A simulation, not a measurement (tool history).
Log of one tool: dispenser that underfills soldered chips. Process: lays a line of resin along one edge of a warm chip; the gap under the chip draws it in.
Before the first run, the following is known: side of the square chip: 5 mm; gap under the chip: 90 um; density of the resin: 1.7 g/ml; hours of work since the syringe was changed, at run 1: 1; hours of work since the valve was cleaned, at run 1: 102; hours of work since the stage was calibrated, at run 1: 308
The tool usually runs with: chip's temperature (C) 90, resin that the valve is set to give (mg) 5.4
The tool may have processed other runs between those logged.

| run | day | chip's temperature (C) | resin that the valve is set to give (mg) | hours of work since the syringe was changed | hours of work since the valve was cleaned | hours of work since the stage was calibrated | time until the resin shows at the far edge (s) | resin that the valve gave (mg) |
|---|---|---|---|---|---|---|---|---|
| 1 | 0 | 90 | 5.4 | 1 | 102 | 308 | 15.6 | 5.03 |
| 2 | 0.192 | 90 | 5.4 | 4 | 106 | 311 | 20 | 5.08 |
| 3 | 0.517 | 90 | 5.4 | 9 | 111 | 316 | 32.5 | 5.01 |
|  | 0.654 | new syringe of resin |
| 4 | 0.908 | 89 | 5.4 | 4 | 117 | 322 | 21.9 | 4.98 |
| 5 | 1.125 | 90 | 5.4 | 8 | 121 | 326 | 28.2 | 4.94 |
|  | 1.229 | dispensing valve cleaned and set on the balance |
|  | 1.412 | new syringe of resin |
| 6 | 1.65 | 90 | 5.4 | 4 | 7 | 334 | 20.1 | 5.36 |
| 7 | 1.867 | 90 | 5.4 | 8 | 10 | 337 | 27.6 | 5.32 |
|  | 2.112 | new syringe of resin |
| 8 | 2.279 | 90 | 5.4 | 3 | 17 | 344 | 18.2 | 5.29 |
| 9 | 2.683 | 90 | 5.4 | 9 | 24 | 351 | 32.1 | 5.31 |
|  | 2.817 | new syringe of resin |
| 10 | 3.108 | 84 | 5.4 | 5 | 30 | 357 | 29.1 | 5.27 |
| 11 | 3.362 | 84 | 5.4 | 9 | 35 | 362 | 42.1 | 5.29 |
|  | 3.512 | new syringe of resin |
| 12 | 3.621 | 84 | 5.4 | 2 | 39 | 366 | 22.4 | 5.23 |
| 13 | 3.904 | 84 | 5.4 | 6 | 43 | 370 | 33.7 | 5.24 |
|  | 4.238 | new syringe of resin |
| 14 | 4.288 | 84 | 5.4 | 1 | 49 | 376 | 21 | 5.18 |
| 15 | 4.696 | 84 | 5.4 | 8 | 56 | 383 | 37.1 | 5.18 |
|  | 4.954 | new syringe of resin |
| 16 | 4.971 | 84 | 5.4 | 0 | 60 | 387 | 19.8 | 5.2 |
| 17 | 5.254 | 84 | 5.4 | 5 | 65 | 392 | 29.5 | 5.15 |
| 18 | 5.479 | 84 | 5.4 | 9 | 69 | 396 | 40.7 | 5.15 |
|  | 5.662 | new syringe of resin |
| 19 | 5.812 | 84 | 5.4 | 2 | 74 | 401 | 23.9 | 5.1 |
|  | 6.158 | stage's temperature calibrated |
| 20 | 6.312 | 104 | 5.7 | 10 | 82 | 3 | 16.3 | 5.35 |
|  | 6.429 | new syringe of resin |
| 21 | 6.642 | 85 | 6.83 | 4 | 87 | 8 | 21.6 | 6.39 |
|  | 7.133 | new syringe of resin |
| 22 | 7.133 | 105 | 6.7 | 0 | 95 | 16 | 6.5 | 6.25 |
| 23 | 7.538 | 105 | 6.7 | 7 | 101 | 22 | 12.1 | 6.22 |
|  | 7.85 | new syringe of resin |
| 24 | 7.883 | 80 | 5.89 | 1 | 107 | 28 | 21.7 | 5.49 |
| 25 | 8.321 | 80 | 5.89 | 8 | 114 | 35 | 41 | 5.41 |
|  | 8.554 | new syringe of resin |
| 26 | 8.692 | 80 | 6.17 | 2 | 120 | 41 | 24.8 | 5.65 |
|  | 8.817 | dispensing valve cleaned and set on the balance |
| 27 | 8.967 | 91 | 5.97 | 6 | 2 | 45 | 20 | 5.98 |
|  | 9.308 | new syringe of resin |
| 28 | 9.308 | 91 | 5.97 | 0 | 8 | 50 | 12.4 | 5.95 |
| 29 | 9.529 | 80 | 5.17 | 4 | 12 | 54 | 29 | 5.13 |
| 30 | 9.979 | 94 | 6.57 | 11 | 19 | 61 | 28.2 | 6.48 |
|  | 10.012 | new syringe of resin |
| 31 | 10.254 | 91 | 6.57 | 4 | 23 | 66 | 17 | 6.5 |
| 32 | 10.6 | 86 | 5.49 | 10 | 29 | 71 | 37.2 | 5.39 |
|  | 10.712 | new syringe of resin |
| 33 | 11.075 | 104 | 6.37 | 6 | 37 | 79 | 11.8 | 6.21 |
|  | 11.417 | new syringe of resin |
| 34 | 11.512 | 95 | 6.02 | 2 | 44 | 86 | 12.3 | 5.89 |
| 35 | 11.862 | 95 | 6.02 | 7 | 49 | 92 | 19.6 | 5.81 |
|  | 12.117 | new syringe of resin |
| 36 | 12.212 | 95 | 6.02 | 2 | 55 | 97 | 12 | 5.78 |
| 37 | 12.442 | 78 | 5.14 | 5 | 59 | 101 | 37.8 | 4.97 |

Alternative continuations, all from the tool just after run 37; predict every row:
| A | 12.733 | 96 | 5.4 | 10 | 64 | 106 | ? | ? |
| B | 12.733 | 95 | 5.14 | 10 | 64 | 106 | ? | ? |
| C | 12.733 | 78 | 5.99 | 10 | 64 | 106 | ? | ? |

| run | time until the resin shows at the far edge (s) | resin that the valve gave (mg) |
|---|---|---|
| A | 24.6 | 5.15 |
| B | 26.3 | 4.9 |
| C | 56.2 | 5.73 |
Without the tool's unlogged condition, the same runs would have read:
| run | time until the resin shows at the far edge (s) | resin that the valve gave (mg) |
|---|---|---|
| A | 9.6 | 5.39 |
| B | 10.6 | 5.13 |
| C | 22.9 | 6 |
